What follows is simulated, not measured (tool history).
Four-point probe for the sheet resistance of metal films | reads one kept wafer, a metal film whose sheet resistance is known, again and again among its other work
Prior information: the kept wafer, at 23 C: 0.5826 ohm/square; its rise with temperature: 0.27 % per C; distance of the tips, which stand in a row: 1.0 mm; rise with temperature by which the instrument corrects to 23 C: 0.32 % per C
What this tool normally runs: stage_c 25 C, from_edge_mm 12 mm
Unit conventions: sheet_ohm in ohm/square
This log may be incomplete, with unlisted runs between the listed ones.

{"run": 1, "hour": 0.0, "stage_c": 25, "from_edge_mm": 12, "sheet_ohm": 0.584639}
{"run": 2, "hour": 8.7, "stage_c": 25, "from_edge_mm": 12, "sheet_ohm": 0.584368}
{"run": 3, "hour": 26.9, "stage_c": 25, "from_edge_mm": 12, "sheet_ohm": 0.584514}
{"run": 4, "hour": 45.1, "stage_c": 25, "from_edge_mm": 6, "sheet_ohm": 0.59073}
{"run": 5, "hour": 61.4, "stage_c": 25, "from_edge_mm": 6, "sheet_ohm": 0.590839}
{"run": 6, "hour": 73.2, "stage_c": 25, "from_edge_mm": 6, "sheet_ohm": 0.590901}
{"run": 7, "hour": 87.8, "stage_c": 25, "from_edge_mm": 6, "sheet_ohm": 0.59073}
{"run": 8, "hour": 96.0, "stage_c": 25, "from_edge_mm": 6, "sheet_ohm": 0.590812}
{"run": 9, "hour": 105.3, "stage_c": 25, "from_edge_mm": 6, "sheet_ohm": 0.590644}
{"run": 10, "hour": 122.3, "stage_c": 25, "from_edge_mm": 6, "sheet_ohm": 0.590736}
{"hour": 124.4, "done": "stage's thermometer calibrated"}
{"run": 11, "hour": 139.8, "stage_c": 19, "from_edge_mm": 56, "sheet_ohm": 0.583682}
{"run": 12, "hour": 148.4, "stage_c": 25, "from_edge_mm": 16, "sheet_ohm": 0.583167}
{"run": 13, "hour": 159.0, "stage_c": 30, "from_edge_mm": 35, "sheet_ohm": 0.581067}
{"run": 14, "hour": 172.7, "stage_c": 30, "from_edge_mm": 35, "sheet_ohm": 0.581111}
{"run": 15, "hour": 186.5, "stage_c": 30, "from_edge_mm": 35, "sheet_ohm": 0.58109}
{"run": 16, "hour": 204.9, "stage_c": 22, "from_edge_mm": 4, "sheet_ohm": 0.601519}
{"run": 17, "hour": 220.1, "stage_c": 19, "from_edge_mm": 25, "sheet_ohm": 0.583755}
{"run": 18, "hour": 235.8, "stage_c": 23, "from_edge_mm": 34, "sheet_ohm": 0.582749}
{"hour": 237.3, "done": "stage's thermometer calibrated, once more"}
{"run": 19, "hour": 251.0, "stage_c": 31, "from_edge_mm": 12, "sheet_ohm": 0.582301}
{"run": 20, "hour": 259.6, "stage_c": 28, "from_edge_mm": 4, "sheet_ohm": 0.599972}

Below are 4 alternative next runs, each starting from the tool's condition after run 20. Predict each:
{"run": "A", "hour": 272.9, "stage_c": 21, "from_edge_mm": 11, "sheet_ohm": "?"}
{"run": "B", "hour": 272.9, "stage_c": 19, "from_edge_mm": 9, "sheet_ohm": "?"}
{"run": "C", "hour": 272.9, "stage_c": 30, "from_edge_mm": 27, "sheet_ohm": "?"}
{"run": "D", "hour": 272.9, "stage_c": 24, "from_edge_mm": 6, "sheet_ohm": "?"}

run=A sheet_ohm=0.585023
run=B sheet_ohm=0.586832
run=C sheet_ohm=0.580615
run=D sheet_ohm=0.590427
Had the tool no hidden state, the same runs would have come out as:
run=A sheet_ohm=0.585574
run=B sheet_ohm=0.587385
run=C sheet_ohm=0.581162
run=D sheet_ohm=0.590982

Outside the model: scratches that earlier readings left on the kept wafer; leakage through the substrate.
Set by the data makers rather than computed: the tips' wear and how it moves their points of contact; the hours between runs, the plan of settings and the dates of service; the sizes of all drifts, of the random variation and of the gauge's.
